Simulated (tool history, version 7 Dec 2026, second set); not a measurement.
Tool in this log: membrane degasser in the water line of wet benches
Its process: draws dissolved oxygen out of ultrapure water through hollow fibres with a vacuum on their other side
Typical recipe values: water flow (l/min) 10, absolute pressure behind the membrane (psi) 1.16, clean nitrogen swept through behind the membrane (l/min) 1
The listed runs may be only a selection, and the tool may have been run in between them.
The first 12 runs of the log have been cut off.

run,hour,water flow (l/min),absolute pressure behind the membrane (psi),clean nitrogen swept through behind the membrane (l/min),dissolved oxygen in the water behind the degasser (ppb),pressure that the water loses in the fibres (psi)
13,1207.3,10,1.16,1,143.4,9.9
14,1333,10,1.16,1.86,93.6,9.874
15,1426.2,10,1.44,1.86,117.7,9.939
16,1489.6,10,1.44,1.86,120.5,9.889
17,1610.1,10,0.991,0.95,123.5,9.889
18,1727.2,10,0.991,0.95,124,9.945
19,1814,8,1.179,0.49,193.5,7.944
20,1931.7,8,1.179,0.49,189.4,7.938
21,2036.7,9,1.49,2.28,87.5,8.946
22,2120.9,8,1.49,2.28,72.4,7.912
# hour 2138: vacuum gauge calibrated
23,2229.1,12,1.031,2.28,117.6,11.986
24,2295.4,9,1.826,1.24,185.6,8.952
25,2401.6,9,1.516,2.14,95.2,8.965
26,2505.7,9,1.516,2.14,93,8.936
27,2582.8,11,1.165,0.82,196.4,10.92
28,2651.4,10,1.662,0.61,330,10.018
29,2777.8,10,1.662,0.42,446.5,9.989
30,2858.1,10,1.662,0.42,447.9,10.012
31,2944,9,2.602,2.15,171.2,8.943

Here are 4 independent what-if runs from the current tool condition. What would each one return?
A,3080.8,8,1.169,2.71,?,?
B,3080.8,6,2.686,1.93,?,?
C,3080.8,9,0.822,2.15,?,?
D,3080.8,7,2.602,2.15,?,?

run,dissolved oxygen in the water behind the degasser (ppb),pressure that the water loses in the fibres (psi)
A,47.2,7.945
B,119.4,6.015
C,45.8,9.017
D,122.4,7.011
Stripped of hidden state, with their random variation kept, the same runs would have yielded:
run,dissolved oxygen in the water behind the degasser (ppb),pressure that the water loses in the fibres (psi)
A,44.7,7.758
B,115.7,5.874
C,42.4,8.805
D,118.7,6.847
